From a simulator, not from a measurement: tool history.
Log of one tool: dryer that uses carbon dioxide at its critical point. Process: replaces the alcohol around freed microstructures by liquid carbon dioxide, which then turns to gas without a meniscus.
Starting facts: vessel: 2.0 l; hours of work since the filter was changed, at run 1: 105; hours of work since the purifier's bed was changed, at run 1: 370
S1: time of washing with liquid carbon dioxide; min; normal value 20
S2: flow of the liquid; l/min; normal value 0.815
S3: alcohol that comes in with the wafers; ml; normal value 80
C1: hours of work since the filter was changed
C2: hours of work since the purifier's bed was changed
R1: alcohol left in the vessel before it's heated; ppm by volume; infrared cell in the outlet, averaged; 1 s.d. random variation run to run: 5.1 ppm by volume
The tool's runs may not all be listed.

run    hour  S1     S2   S3   C1   C2    R1
  1       0  20  0.815   80  105  370   157
  2    26.6  20  0.815   80  113  379   174
  3    46.3  20  0.815   80  120  385   184
  4    66.3  20  0.815   80  126  392   190
  5    90.2  29  0.815   80  134  400    48
  6   128.4  29  0.815   80  147  412    55
  7   161.6  29  0.815   80  158  423    59
  8   189.3  29  0.815   80  167  432    64
  9   213.8  20  0.815  103  175  440   261
 10   241.7  20  0.815   80  184  449   211
 11   262.7  20  0.815   80  191  456   229
 12   296.1  20  0.815   80  202  467   228
 13   319.4  20  0.815   80  210  475   238
 14   338.1  20  0.815   80  216  481   245
 15   354.8  20  0.815   80  221  487   259
 16   377.1  20  0.815   80  229  494   258
        402  -- inlet filter changed
 17   404.3  20  0.815   80    1  503   139
 18   440.7  20  0.815   80   13  515   141
 19   475.2  20  0.815   80   24  526   144
 20   496.3  20  0.815   80   31  533   135
 21   525.3  14  0.815   80   41  542   606
 22     557  20  0.815   80   51  553   151
 23   596.8  20  0.815   80   64  566   152
 24   629.4  17  0.584  105   75  577  1414
 25   665.7  17  0.584  105   87  589  1451
 26   696.5  14  0.584  102   97  599  2762
 27   726.7  14  0.584  102  107  609  2737
 28   765.3  14  0.584  102  120  621  2813
 29   782.7  14  0.584  102  125  627  2874
 30   807.5  14  0.584  102  133  635  2886
 31   830.8  31  0.665   83  141  643   106
 32   851.9  31  1.229   22  148  650    73
 33   884.6  31  1.229   22  159  661    70
 34     905  20  0.824   80  165  667   220
 35   930.1  14  0.815   24  174  676   316
 36   956.9  24  0.637   68  183  684   254
 37   982.2  24  0.637   68  191  693   260
 38  1007.4  18  0.637   68  199  701   792
 39  1043.1  20   0.83   31  211  713   135
 40  1071.8  20   0.83   31  220  722   151
 41  1103.7  21  0.798   43  231  733   169
     1122.5  -- inlet filter changed
 42  1143.3  20  1.074   80    7  745    96
 43  1172.2  20  1.074   80   16  755    97
 44    1201  20  1.074   80   26  764    92
 45  1227.1  15  0.498   43   34  773  1335
 46  1263.8  15    0.9   95   47  785   388

How the hidden state differs across the entries between the runs, from the last listed run before each to the first after it:
Run 16 -> run 17: inlet filter changed (hour 402)
  flow that reaches the vessel past the clogged filter, %: 83.2 -> 99.6; alcohol in the recycled carbon dioxide, ppm: 56.4 -> 57.3
  the result without the hidden state subtracted from the measured one, R1: +186 -> +54 ppm by volume
Run 41 -> run 42: inlet filter changed (hour 1122.5)
  flow that reaches the vessel past the clogged filter, %: 83.9 -> 99.3; alcohol in the recycled carbon dioxide, ppm: 80.4 -> 81.6
  the result without the hidden state subtracted from the measured one, R1: +132 -> +79 ppm by volume
